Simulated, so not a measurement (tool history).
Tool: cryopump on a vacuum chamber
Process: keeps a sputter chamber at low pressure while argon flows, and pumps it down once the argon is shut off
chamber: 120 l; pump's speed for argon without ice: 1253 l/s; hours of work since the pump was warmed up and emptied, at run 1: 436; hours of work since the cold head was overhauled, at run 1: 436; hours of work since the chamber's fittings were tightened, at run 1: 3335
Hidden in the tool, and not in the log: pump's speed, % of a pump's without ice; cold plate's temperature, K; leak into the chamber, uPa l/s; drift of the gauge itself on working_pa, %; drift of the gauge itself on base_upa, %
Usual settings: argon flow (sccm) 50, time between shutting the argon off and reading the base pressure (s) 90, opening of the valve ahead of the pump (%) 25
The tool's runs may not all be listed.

run	hour	argon flow (sccm)	time between shutting the argon off and reading the base pressure (s)	opening of the valve ahead of the pump (%)	hours of work since the pump was warmed up and emptied	hours of work since the cold head was overhauled	hours of work since the chamber's fittings were tightened	pressure while argon flows (Pa)	pressure after the wait (uPa)
1	0.0	50	90	25	436	436	3335	0.2891	4.01
2	21.3	50	90	25	448	448	3347	0.2953	4.14
3	59.4	50	55	25	469	469	3368	0.2923	4.55
4	102.0	50	55	25	492	492	3392	0.2944	4.79
# hour 143.0: pump warmed up, emptied and cooled again
5	143.8	50	55	25	0	513	3412	0.2721	3.86
6	173.2	50	55	25	17	529	3428	0.2722	3.94
7	209.0	50	55	25	37	549	3448	0.2727	3.85

The next listed run, before its measurement:
8	250.8	50	55	25	60	572	3471	?	?

pressure while argon flows (Pa): 0.2726
pressure after the wait (uPa): 3.95
Without the tool's hidden state the same run would have given pressure while argon flows (Pa) 0.2693, pressure after the wait (uPa) 1.35.
